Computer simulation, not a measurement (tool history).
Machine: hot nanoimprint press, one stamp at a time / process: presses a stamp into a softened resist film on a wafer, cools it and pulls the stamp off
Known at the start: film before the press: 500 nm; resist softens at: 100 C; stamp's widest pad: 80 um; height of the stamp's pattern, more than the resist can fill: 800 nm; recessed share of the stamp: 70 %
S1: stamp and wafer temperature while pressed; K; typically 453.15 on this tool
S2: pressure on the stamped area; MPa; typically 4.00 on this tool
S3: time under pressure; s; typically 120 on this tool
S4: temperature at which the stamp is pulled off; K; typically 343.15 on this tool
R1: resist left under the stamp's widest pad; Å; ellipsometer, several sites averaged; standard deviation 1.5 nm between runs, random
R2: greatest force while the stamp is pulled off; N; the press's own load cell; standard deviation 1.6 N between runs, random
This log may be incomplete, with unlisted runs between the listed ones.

run 1 day=0.000 | S1=453.15 S2=4.00 S3=120 S4=343.15 | R1=2276 R2=115
run 2 day=1.079 | S1=453.15 S2=4.00 S3=120 S4=343.15 | R1=2266 R2=112
run 3 day=2.925 | S1=453.15 S2=4.00 S3=120 S4=343.15 | R1=2232 R2=116
run 4 day=4.046 | S1=453.15 S2=4.00 S3=120 S4=343.15 | R1=2230 R2=113
run 5 day=5.675 | S1=453.15 S2=4.00 S3=120 S4=343.15 | R1=2199 R2=117
run 6 day=7.021 | S1=453.15 S2=4.00 S3=120 S4=337.15 | R1=2201 R2=136
run 7 day=8.367 | S1=453.15 S2=4.00 S3=120 S4=348.15 | R1=2228 R2=97
run 8 day=9.579 | S1=455.15 S2=4.00 S3=120 S4=343.15 | R1=2023 R2=111
run 9 day=10.638 | S1=455.15 S2=4.00 S3=120 S4=343.15 | R1=1978 R2=112
run 10 day=12.162 | S1=455.15 S2=4.00 S3=120 S4=343.15 | R1=2179 R2=118
run 11 day=14.050 | S1=453.15 S2=4.00 S3=120 S4=343.15 | R1=2354 R2=121
run 12 day=16.025 | S1=453.15 S2=4.85 S3=120 S4=343.15 | R1=2154 R2=125
run 13 day=17.312 | S1=453.15 S2=4.85 S3=120 S4=343.15 | R1=2136 R2=114
run 14 day=18.304 | S1=451.15 S2=4.85 S3=120 S4=343.15 | R1=2334 R2=113
run 15 day=20.342 | S1=451.15 S2=4.85 S3=120 S4=343.15 | R1=2312 R2=116
run 16 day=21.612 | S1=451.15 S2=4.85 S3=120 S4=346.15 | R1=2317 R2=107
run 17 day=22.596 | S1=451.15 S2=4.85 S3=120 S4=346.15 | R1=2313 R2=109
run 18 day=23.992 | S1=456.15 S2=4.00 S3=120 S4=343.15 | R1=2016 R2=117
run 19 day=25.404 | S1=456.15 S2=4.66 S3=66 S4=345.15 | R1=2323 R2=112
run 20 day=27.588 | S1=443.15 S2=3.04 S3=218 S4=346.15 | R1=3200 R2=104
run 21 day=28.825 | S1=442.15 S2=3.04 S3=159 S4=339.15 | R1=3554 R2=123
run 22 day=29.683 | S1=453.15 S2=4.27 S3=106 S4=344.15 | R1=2281 R2=107
run 23 day=31.000 | S1=462.15 S2=5.28 S3=75 S4=343.15 | R1=1584 R2=114
run 24 day=32.850 | S1=462.15 S2=5.28 S3=75 S4=343.15 | R1=1572 R2=116
run 25 day=33.712 | S1=462.15 S2=5.28 S3=178 S4=343.15 | R1=1101 R2=114
run 26 day=35.083 | S1=453.15 S2=4.64 S3=178 S4=343.15 | R1=1790 R2=117
run 27 day=37.471 | S1=443.15 S2=2.53 S3=89 S4=349.15 | R1=4220 R2=99
run 28 day=38.725 | S1=443.15 S2=2.53 S3=89 S4=349.15 | R1=4156 R2=99
run 29 day=40.300 | S1=455.15 S2=4.00 S3=72 S4=343.15 | R1=2606 R2=115

Between the runs listed above, the log contained 6 entries, not reproduced here. Where in the sequence does each belong, and how does what the log doesn't record of the tool's condition differ from the listed run before to the listed run after?
Run 6 -> run 7: stamp cleaned and given a new release coat (day 7.546)
  true temperature over the reading, C: 1.52 -> 1.59; pressure that arrives at the usual setting, %: 97.88 -> 97.76; grip of the stamp's worn release coat, % over a new coat's: 7.4 -> 0.7
  measured minus no-state result, R1: -128 -> -137 Å; R2: +5 -> -4 N
Run 9 -> run 10: plate thermocouple calibrated (day 11.125)
  true temperature over the reading, C: 1.77 -> 0.04; pressure that arrives at the usual setting, %: 97.5 -> 97.34; grip of the stamp's worn release coat, % over a new coat's: 2.5 -> 3.7
  measured minus no-state result, R1: -136 -> +25 Å; R2: -2 -> +4 N
Run 12 -> run 13: stamp cleaned and given a new release coat (day 17.258)
  true temperature over the reading, C: 0.34 -> 0.44; pressure that arrives at the usual setting, %: 96.87 -> 96.75; grip of the stamp's worn release coat, % over a new coat's: 6.8 -> 0
  measured minus no-state result, R1: +7 -> +0 Å; R2: +7 -> -2 N
Run 19 -> run 20: stamp cleaned and given a new release coat (day 26.875)
  true temperature over the reading, C: 1.08 -> 1.25; pressure that arrives at the usual setting, %: 95.85 -> 95.62; grip of the stamp's worn release coat, % over a new coat's: 6.7 -> 0.6
  measured minus no-state result, R1: -52 -> -116 Å; R2: +4 -> -3 N
Run 26 -> run 27: stamp cleaned and given a new release coat (day 36.492); plate thermocouple calibrated (day 36.788)
  true temperature over the reading, C: 1.84 -> 0.04; pressure that arrives at the usual setting, %: 94.76 -> 94.52; grip of the stamp's worn release coat, % over a new coat's: 6.7 -> 0.7
  measured minus no-state result, R1: -102 -> +26 Å; R2: +2 -> +1 N
